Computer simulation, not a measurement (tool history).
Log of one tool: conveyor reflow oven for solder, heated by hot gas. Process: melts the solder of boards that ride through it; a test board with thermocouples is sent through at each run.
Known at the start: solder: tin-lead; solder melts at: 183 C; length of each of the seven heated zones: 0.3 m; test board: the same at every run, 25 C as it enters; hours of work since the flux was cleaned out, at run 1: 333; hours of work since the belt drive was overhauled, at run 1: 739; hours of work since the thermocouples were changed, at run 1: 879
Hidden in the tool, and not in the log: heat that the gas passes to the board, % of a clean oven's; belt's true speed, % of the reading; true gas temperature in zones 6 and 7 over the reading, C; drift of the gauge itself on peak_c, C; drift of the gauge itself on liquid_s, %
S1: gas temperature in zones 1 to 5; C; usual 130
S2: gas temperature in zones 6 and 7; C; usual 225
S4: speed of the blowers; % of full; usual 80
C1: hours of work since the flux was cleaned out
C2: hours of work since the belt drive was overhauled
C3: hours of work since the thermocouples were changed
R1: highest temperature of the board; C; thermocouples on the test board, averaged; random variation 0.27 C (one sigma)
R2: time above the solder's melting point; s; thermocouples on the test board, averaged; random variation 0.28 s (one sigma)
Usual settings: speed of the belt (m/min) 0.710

Run 1, day 0.000: usual settings; C1 333; C2 739; C3 879. Result: R1 209.0 C, R2 31.6 s.
Run 2, day 1.496: usual settings; C1 359; C2 765; C3 905. Result: R1 208.7 C, R2 31.9 s.
Run 3, day 2.408: usual settings; C1 375; C2 780; C3 921. Result: R1 209.7 C, R2 32.1 s.
Run 4, day 3.542: usual settings but speed of the belt (m/min) 0.769; C1 394; C2 800; C3 940. Result: R1 206.7 C, R2 27.3 s.
At day 4.050: flux residue cleaned out of gas plates and filters.
Run 5, day 4.567: usual settings but speed of the belt (m/min) 0.769; C1 9; C2 814; C3 954. Result: R1 208.7 C, R2 29.3 s.
Run 6, day 5.267: usual settings but speed of the belt (m/min) 0.701; C1 21; C2 826; C3 966. Result: R1 211.7 C, R2 34.3 s.
Run 7, day 6.554: usual settings; C1 43; C2 848; C3 988. Result: R1 211.1 C, R2 33.7 s.
Run 8, day 8.012: usual settings; C1 68; C2 873; C3 1013. Result: R1 211.0 C, R2 33.8 s.
Run 9, day 9.079: usual settings; C1 86; C2 891; C3 1032. Result: R1 211.2 C, R2 33.7 s.
Run 10, day 10.167: usual settings; C1 105; C2 910; C3 1050. Result: R1 210.9 C, R2 33.6 s.
Run 11, day 11.154: usual settings but speed of the belt (m/min) 0.663; C1 122; C2 927; C3 1067. Result: R1 213.3 C, R2 38.0 s.
Run 12, day 11.938: usual settings but speed of the belt (m/min) 0.663; C1 136; C2 941; C3 1081. Result: R1 213.0 C, R2 38.2 s.
Run 13, day 12.579: usual settings but speed of the belt (m/min) 0.663; C1 147; C2 952; C3 1092. Result: R1 213.0 C, R2 37.5 s.
At day 13.521: thermocouples of zones 6 and 7 changed.
Run 14, day 13.679: usual settings but S2 227 C; C1 164; C2 969; C3 3. Result: R1 210.6 C, R2 33.5 s.
Run 15, day 14.562: usual settings but S1 124 C, speed of the belt (m/min) 0.709, S4 55 % of full; C1 179; C2 984; C3 18. Result: R1 200.5 C, R2 24.2 s.
Run 16, day 15.992: usual settings but S4 50 % of full; C1 204; C2 1009; C3 43. Result: R1 200.6 C, R2 24.3 s.
Run 17, day 16.679: usual settings but S4 50 % of full; C1 216; C2 1021; C3 54. Result: R1 200.9 C, R2 24.7 s.
Run 18, day 17.517: usual settings but S1 116 C, S2 219 C, speed of the belt (m/min) 0.607; C1 230; C2 1035; C3 69. Result: R1 205.2 C, R2 33.7 s.
Run 19, day 18.383: usual settings but S1 116 C, S2 239 C, speed of the belt (m/min) 0.607, S4 88 % of full; C1 245; C2 1050; C3 84. Result: R1 224.9 C, R2 45.1 s.
Run 20, day 19.079: usual settings but S4 56 % of full; C1 257; C2 1062; C3 96. Result: R1 202.7 C, R2 26.1 s.
Run 21, day 19.871: usual settings but S4 56 % of full; C1 271; C2 1076; C3 109. Result: R1 202.4 C, R2 26.6 s.
Run 22, day 21.250: usual settings but speed of the belt (m/min) 0.827; C1 294; C2 1099; C3 133. Result: R1 202.9 C, R2 23.2 s.
Run 23, day 22.458: usual settings but S1 140 C, speed of the belt (m/min) 0.748; C1 315; C2 1120; C3 154. Result: R1 208.4 C, R2 32.3 s.
Run 24, day 23.604: usual settings but speed of the belt (m/min) 0.777; C1 335; C2 1140; C3 173. Result: R1 204.8 C, R2 26.5 s.
Run 25, day 24.896: usual settings but speed of the belt (m/min) 0.777; C1 357; C2 1162; C3 196. Result: R1 204.8 C, R2 25.6 s.
Run 26, day 25.879: usual settings but S1 131 C, S2 227 C, speed of the belt (m/min) 0.777; C1 374; C2 1179; C3 213. Result: R1 206.8 C, R2 28.1 s.
Run 27, day 26.812: usual settings but S1 131 C, S2 227 C, speed of the belt (m/min) 0.777; C1 390; C2 1195; C3 229. Result: R1 206.5 C, R2 28.0 s.

Run 28 comes next. What will it give?
At day 27.538: flux residue cleaned out of gas plates and filters.
Run 28, day 28.308: usual settings but S2 231 C, speed of the belt (m/min) 0.579; C1 13; C2 1217; C3 251. Result: R1 ?, R2 ?.

R1: 221.0 C
R2: 50.0 s
Without the tool's hidden state the same run would have given R1 219.5 C, R2 47.3 s.
